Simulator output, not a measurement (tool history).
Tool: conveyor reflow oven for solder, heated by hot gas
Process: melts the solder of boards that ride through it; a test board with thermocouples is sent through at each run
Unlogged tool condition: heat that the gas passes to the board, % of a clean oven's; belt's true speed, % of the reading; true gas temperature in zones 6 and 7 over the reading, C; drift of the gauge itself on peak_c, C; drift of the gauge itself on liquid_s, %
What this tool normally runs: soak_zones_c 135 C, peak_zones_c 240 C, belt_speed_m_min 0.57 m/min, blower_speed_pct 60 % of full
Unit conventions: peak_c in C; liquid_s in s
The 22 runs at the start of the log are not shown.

run	hour	soak_zones_c	peak_zones_c	belt_speed_m_min	blower_speed_pct	hours of work since the flux was cleaned out	hours of work since the belt drive was overhauled	hours of work since the thermocouples were changed	peak_c	liquid_s
23	871.4	148	232	0.66	57	161	600	738	203.8	31.2
24	907.7	148	232	0.66	57	178	617	755	203.6	31.2
25	963.4	131	240	0.57	88	205	644	782	223.2	49.9
# hour 968.5: thermocouples of zones 6 and 7 changed
26	1011.2	136	252	0.474	56	228	666	21	227.7	64.1
27	1047.3	122	240	0.487	63	245	684	38	217.2	50.5
28	1091.3	135	253	0.57	55	266	705	59	218.3	47.1
29	1119.6	135	253	0.57	55	280	719	73	218.9	46.9
30	1168.1	127	248	0.57	55	303	742	97	212.6	40.9
31	1190.8	127	248	0.57	55	314	753	108	212.5	40.6

What if the next run were any one of these 4? Each begins from the tool's condition after run 31:
A	1222	135	240	0.494	60	330	768	123	?	?
B	1222	135	232	0.57	60	330	768	123	?	?
C	1222	135	240	0.473	73	330	768	123	?	?
D	1222	127	249	0.589	55	330	768	123	?	?

run	peak_c	liquid_s
A	217.7	53.3
B	205.1	35.5
C	223.2	61.8
D	211.5	37.4
Take away the tool's hidden state, keep each run's random variation, and the runs would have read:
run	peak_c	liquid_s
A	219.4	53.9
B	206.9	37
C	225.1	62.1
D	213.6	38.5

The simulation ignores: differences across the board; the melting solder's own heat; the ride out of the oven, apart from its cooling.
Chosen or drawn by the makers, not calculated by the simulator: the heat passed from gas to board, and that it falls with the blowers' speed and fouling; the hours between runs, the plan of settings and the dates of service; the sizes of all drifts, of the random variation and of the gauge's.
